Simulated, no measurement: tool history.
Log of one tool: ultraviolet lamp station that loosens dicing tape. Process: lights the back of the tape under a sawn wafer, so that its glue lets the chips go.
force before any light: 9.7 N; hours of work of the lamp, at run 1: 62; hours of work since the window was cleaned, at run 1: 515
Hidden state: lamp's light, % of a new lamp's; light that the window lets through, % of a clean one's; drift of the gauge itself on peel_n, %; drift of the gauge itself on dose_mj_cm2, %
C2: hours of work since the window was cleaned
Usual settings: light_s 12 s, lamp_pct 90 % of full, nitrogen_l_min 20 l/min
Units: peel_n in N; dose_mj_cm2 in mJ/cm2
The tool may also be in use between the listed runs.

{"run": 1, "hour": 0.0, "light_s": 12, "lamp_pct": 90, "nitrogen_l_min": 20, "hours of work of the lamp": 62, "C2": 515, "peel_n": 0.29, "dose_mj_cm2": 473}
{"run": 2, "hour": 9.3, "light_s": 12, "lamp_pct": 90, "nitrogen_l_min": 20, "hours of work of the lamp": 66, "C2": 519, "peel_n": 0.293, "dose_mj_cm2": 468}
{"run": 3, "hour": 13.8, "light_s": 15, "lamp_pct": 90, "nitrogen_l_min": 20, "hours of work of the lamp": 68, "C2": 521, "peel_n": 0.191, "dose_mj_cm2": 584}
{"run": 4, "hour": 18.8, "light_s": 12, "lamp_pct": 90, "nitrogen_l_min": 20, "hours of work of the lamp": 70, "C2": 523, "peel_n": 0.297, "dose_mj_cm2": 471}
{"run": 5, "hour": 24.1, "light_s": 12, "lamp_pct": 90, "nitrogen_l_min": 21, "hours of work of the lamp": 72, "C2": 525, "peel_n": 0.286, "dose_mj_cm2": 468}
{"run": 6, "hour": 30.3, "light_s": 12, "lamp_pct": 90, "nitrogen_l_min": 20, "hours of work of the lamp": 74, "C2": 527, "peel_n": 0.314, "dose_mj_cm2": 468}
{"run": 7, "hour": 40.3, "light_s": 12, "lamp_pct": 90, "nitrogen_l_min": 20, "hours of work of the lamp": 78, "C2": 531, "peel_n": 0.296, "dose_mj_cm2": 465}
{"run": 8, "hour": 49.5, "light_s": 12, "lamp_pct": 83, "nitrogen_l_min": 20, "hours of work of the lamp": 82, "C2": 535, "peel_n": 0.367, "dose_mj_cm2": 427}
{"run": 9, "hour": 54.5, "light_s": 12, "lamp_pct": 83, "nitrogen_l_min": 20, "hours of work of the lamp": 84, "C2": 537, "peel_n": 0.349, "dose_mj_cm2": 427}
{"run": 10, "hour": 63.4, "light_s": 12, "lamp_pct": 83, "nitrogen_l_min": 20, "hours of work of the lamp": 88, "C2": 541, "peel_n": 0.364, "dose_mj_cm2": 431}
{"run": 11, "hour": 72.8, "light_s": 12, "lamp_pct": 83, "nitrogen_l_min": 20, "hours of work of the lamp": 92, "C2": 545, "peel_n": 0.369, "dose_mj_cm2": 429}
{"run": 12, "hour": 79.4, "light_s": 12, "lamp_pct": 90, "nitrogen_l_min": 20, "hours of work of the lamp": 94, "C2": 547, "peel_n": 0.294, "dose_mj_cm2": 463}
{"run": 13, "hour": 87.2, "light_s": 12, "lamp_pct": 90, "nitrogen_l_min": 20, "hours of work of the lamp": 98, "C2": 551, "peel_n": 0.298, "dose_mj_cm2": 463}
{"run": 14, "hour": 92.0, "light_s": 12, "lamp_pct": 61, "nitrogen_l_min": 20, "hours of work of the lamp": 99, "C2": 552, "peel_n": 0.773, "dose_mj_cm2": 313}
{"run": 15, "hour": 101.2, "light_s": 12, "lamp_pct": 61, "nitrogen_l_min": 20, "hours of work of the lamp": 103, "C2": 556, "peel_n": 0.732, "dose_mj_cm2": 313}
{"run": 16, "hour": 109.7, "light_s": 12, "lamp_pct": 61, "nitrogen_l_min": 20, "hours of work of the lamp": 107, "C2": 560, "peel_n": 0.735, "dose_mj_cm2": 313}
{"run": 17, "hour": 119.5, "light_s": 12, "lamp_pct": 90, "nitrogen_l_min": 20, "hours of work of the lamp": 111, "C2": 564, "peel_n": 0.304, "dose_mj_cm2": 461}
{"run": 18, "hour": 125.5, "light_s": 12, "lamp_pct": 90, "nitrogen_l_min": 20, "hours of work of the lamp": 113, "C2": 566, "peel_n": 0.302, "dose_mj_cm2": 456}
{"run": 19, "hour": 135.4, "light_s": 12, "lamp_pct": 90, "nitrogen_l_min": 20, "hours of work of the lamp": 117, "C2": 570, "peel_n": 0.305, "dose_mj_cm2": 463}
{"run": 20, "hour": 140.6, "light_s": 12, "lamp_pct": 90, "nitrogen_l_min": 20, "hours of work of the lamp": 119, "C2": 572, "peel_n": 0.313, "dose_mj_cm2": 459}
{"run": 21, "hour": 150.8, "light_s": 12, "lamp_pct": 90, "nitrogen_l_min": 20, "hours of work of the lamp": 123, "C2": 576, "peel_n": 0.31, "dose_mj_cm2": 459}
{"run": 22, "hour": 161.1, "light_s": 12, "lamp_pct": 90, "nitrogen_l_min": 20, "hours of work of the lamp": 128, "C2": 581, "peel_n": 0.312, "dose_mj_cm2": 464}
{"run": 23, "hour": 171.8, "light_s": 12, "lamp_pct": 69, "nitrogen_l_min": 16, "hours of work of the lamp": 132, "C2": 585, "peel_n": 0.688, "dose_mj_cm2": 353}
{"run": 24, "hour": 178.2, "light_s": 16, "lamp_pct": 65, "nitrogen_l_min": 23, "hours of work of the lamp": 135, "C2": 588, "peel_n": 0.29, "dose_mj_cm2": 443}
{"run": 25, "hour": 185.4, "light_s": 16, "lamp_pct": 85, "nitrogen_l_min": 11, "hours of work of the lamp": 137, "C2": 590, "peel_n": 0.308, "dose_mj_cm2": 576}
{"run": 26, "hour": 192.4, "light_s": 8, "lamp_pct": 72, "nitrogen_l_min": 20, "hours of work of the lamp": 140, "C2": 593, "peel_n": 1.292, "dose_mj_cm2": 240}
{"run": 27, "hour": 197.8, "light_s": 8, "lamp_pct": 72, "nitrogen_l_min": 20, "hours of work of the lamp": 143, "C2": 596, "peel_n": 1.286, "dose_mj_cm2": 247}
{"run": 28, "hour": 206.5, "light_s": 8, "lamp_pct": 95, "nitrogen_l_min": 26, "hours of work of the lamp": 146, "C2": 599, "peel_n": 0.598, "dose_mj_cm2": 321}
{"run": 29, "hour": 215.6, "light_s": 8, "lamp_pct": 95, "nitrogen_l_min": 26, "hours of work of the lamp": 150, "C2": 603, "peel_n": 0.595, "dose_mj_cm2": 323}
{"run": 30, "hour": 222.7, "light_s": 12, "lamp_pct": 64, "nitrogen_l_min": 7, "hours of work of the lamp": 153, "C2": 606, "peel_n": 1.543, "dose_mj_cm2": 320}
{"run": 31, "hour": 231.7, "light_s": 13, "lamp_pct": 66, "nitrogen_l_min": 33, "hours of work of the lamp": 156, "C2": 609, "peel_n": 0.384, "dose_mj_cm2": 361}
{"run": 32, "hour": 242.2, "light_s": 13, "lamp_pct": 63, "nitrogen_l_min": 35, "hours of work of the lamp": 161, "C2": 614, "peel_n": 0.413, "dose_mj_cm2": 346}
{"run": 33, "hour": 251.3, "light_s": 7, "lamp_pct": 63, "nitrogen_l_min": 35, "hours of work of the lamp": 164, "C2": 617, "peel_n": 1.581, "dose_mj_cm2": 186}
{"run": 34, "hour": 258.7, "light_s": 7, "lamp_pct": 63, "nitrogen_l_min": 35, "hours of work of the lamp": 167, "C2": 620, "peel_n": 1.504, "dose_mj_cm2": 184}
{"run": 35, "hour": 265.5, "light_s": 9, "lamp_pct": 89, "nitrogen_l_min": 9, "hours of work of the lamp": 170, "C2": 623, "peel_n": 1.202, "dose_mj_cm2": 342}
{"run": 36, "hour": 274.4, "light_s": 12, "lamp_pct": 90, "nitrogen_l_min": 11, "hours of work of the lamp": 174, "C2": 627, "peel_n": 0.555, "dose_mj_cm2": 451}
{"run": 37, "hour": 283.1, "light_s": 12, "lamp_pct": 90, "nitrogen_l_min": 11, "hours of work of the lamp": 177, "C2": 630, "peel_n": 0.541, "dose_mj_cm2": 453}
{"run": 38, "hour": 290.6, "light_s": 12, "lamp_pct": 80, "nitrogen_l_min": 15, "hours of work of the lamp": 180, "C2": 633, "peel_n": 0.539, "dose_mj_cm2": 400}
{"run": 39, "hour": 299.3, "light_s": 7, "lamp_pct": 90, "nitrogen_l_min": 9, "hours of work of the lamp": 184, "C2": 637, "peel_n": 1.914, "dose_mj_cm2": 264}
{"run": 40, "hour": 308.0, "light_s": 7, "lamp_pct": 90, "nitrogen_l_min": 17, "hours of work of the lamp": 187, "C2": 640, "peel_n": 1.228, "dose_mj_cm2": 264}

The next listed run, before its measurement:
{"run": 41, "hour": 317.2, "light_s": 7, "lamp_pct": 90, "nitrogen_l_min": 17, "hours of work of the lamp": 191, "C2": 644, "peel_n": "?", "dose_mj_cm2": "?"}

Run 41 gave peel_n 1.309 N, dose_mj_cm2 262 mJ/cm2.
Without the tool's hidden state the same run would have given peel_n 1.001 N, dose_mj_cm2 299 mJ/cm2.
